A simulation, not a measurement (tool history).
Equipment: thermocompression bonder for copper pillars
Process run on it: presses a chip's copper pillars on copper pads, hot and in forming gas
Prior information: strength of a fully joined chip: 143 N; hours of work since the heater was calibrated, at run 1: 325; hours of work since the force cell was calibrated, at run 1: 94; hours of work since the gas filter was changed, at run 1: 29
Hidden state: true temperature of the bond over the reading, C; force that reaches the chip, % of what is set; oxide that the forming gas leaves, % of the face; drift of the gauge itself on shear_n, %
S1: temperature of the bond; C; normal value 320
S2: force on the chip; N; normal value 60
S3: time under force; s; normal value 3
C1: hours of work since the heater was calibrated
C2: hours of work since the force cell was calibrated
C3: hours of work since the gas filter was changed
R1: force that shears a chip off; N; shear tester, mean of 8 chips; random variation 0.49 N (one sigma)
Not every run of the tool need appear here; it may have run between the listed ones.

| run | hour | S1 | S2 | S3 | C1 | C2 | C3 | R1 |
|---|---|---|---|---|---|---|---|---|
| 1 | 0.0 | 320 | 60 | 3 | 325 | 94 | 29 | 70.9 |
| 2 | 13.1 | 320 | 60 | 3 | 334 | 103 | 38 | 70.1 |
| 3 | 30.2 | 320 | 60 | 3 | 346 | 114 | 49 | 70.6 |
| 4 | 39.6 | 320 | 60 | 6 | 352 | 121 | 56 | 86.8 |
| 5 | 57.0 | 320 | 60 | 6 | 364 | 133 | 68 | 87.6 |
| 6 | 68.5 | 320 | 60 | 6 | 372 | 140 | 76 | 86.9 |
| 7 | 84.9 | 314 | 60 | 3 | 383 | 152 | 87 | 65.1 |
| 8 | 103.2 | 320 | 60 | 3 | 396 | 164 | 99 | 68.4 |
| 9 | 112.0 | 320 | 60 | 3 | 402 | 170 | 105 | 68.4 |
| 10 | 125.9 | 320 | 60 | 3 | 411 | 180 | 115 | 68.0 |
| 11 | 142.0 | 320 | 60 | 3 | 422 | 191 | 126 | 67.3 |
| 12 | 152.9 | 315 | 60 | 3 | 430 | 198 | 133 | 65.4 |
| 13 | 167.1 | 320 | 46 | 3 | 440 | 208 | 143 | 54.2 |
| 14 | 185.4 | 320 | 60 | 3 | 452 | 221 | 156 | 66.6 |
| 15 | 201.3 | 320 | 60 | 3 | 463 | 232 | 167 | 65.8 |
| 16 | 213.9 | 320 | 60 | 3 | 472 | 240 | 175 | 66.5 |
| 17 | 224.5 | 320 | 60 | 3 | 479 | 247 | 183 | 66.1 |
|  | 227.2 | forming gas filter changed |
| 18 | 241.3 | 320 | 60 | 3 | 490 | 259 | 10 | 74.6 |
| 19 | 253.5 | 320 | 60 | 3 | 498 | 267 | 18 | 74.3 |
| 20 | 266.2 | 320 | 60 | 3 | 507 | 276 | 27 | 73.4 |
| 21 | 279.7 | 320 | 60 | 3 | 516 | 285 | 36 | 73.4 |
| 22 | 291.6 | 346 | 60 | 5 | 524 | 293 | 44 | 103.1 |
| 23 | 310.0 | 339 | 88 | 5 | 537 | 306 | 57 | 116.7 |
| 24 | 322.5 | 330 | 52 | 4 | 546 | 314 | 65 | 77.0 |
| 25 | 332.5 | 330 | 52 | 4 | 553 | 321 | 72 | 77.5 |
| 26 | 342.4 | 328 | 52 | 3 | 559 | 328 | 79 | 68.2 |
| 27 | 356.6 | 339 | 52 | 3 | 569 | 338 | 89 | 75.3 |
| 28 | 370.2 | 339 | 78 | 4 | 578 | 347 | 98 | 102.7 |
|  | 373.8 | heater calibrated with a thermocouple chip |
| 29 | 383.6 | 343 | 79 | 5 | 7 | 355 | 106 | 111.1 |
| 30 | 396.5 | 333 | 79 | 2 | 16 | 364 | 115 | 84.5 |
| 31 | 406.9 | 333 | 45 | 2 | 23 | 371 | 122 | 56.1 |
|  | 409.8 | heater calibrated with a thermocouple chip, once more |
| 32 | 421.9 | 328 | 71 | 4 | 8 | 380 | 131 | 84.3 |
| 33 | 441.4 | 333 | 38 | 4 | 22 | 393 | 144 | 55.8 |
| 34 | 454.3 | 333 | 37 | 4 | 31 | 402 | 153 | 52.8 |
| 35 | 465.5 | 306 | 60 | 7 | 38 | 410 | 161 | 74.7 |
| 36 | 480.5 | 320 | 76 | 8 | 48 | 420 | 171 | 96.9 |
| 37 | 489.1 | 320 | 59 | 5 | 54 | 426 | 177 | 73.2 |
|  | 500.0 | forming gas filter changed |
| 38 | 503.9 | 343 | 42 | 3 | 64 | 436 | 3 | 65.4 |
| 39 | 514.3 | 337 | 79 | 2 | 71 | 443 | 10 | 86.0 |
| 40 | 523.9 | 337 | 79 | 2 | 78 | 449 | 16 | 85.2 |
| 41 | 535.6 | 331 | 87 | 3 | 86 | 457 | 24 | 97.8 |

Here are 3 independent what-if runs from the current tool condition. What would each one return?
| A | 549.2 | 306 | 60 | 2 | 95 | 467 | 34 | ? |
| B | 549.2 | 300 | 87 | 3 | 95 | 467 | 34 | ? |
| C | 549.2 | 321 | 83 | 5 | 95 | 467 | 34 | ? |

| run | R1 |
|---|---|
| A | 52.2 |
| B | 76.6 |
| C | 101.5 |
With no hidden state in the tool, these same runs would have given:
| run | R1 |
|---|---|
| A | 51.2 |
| B | 75.7 |
| C | 101.3 |
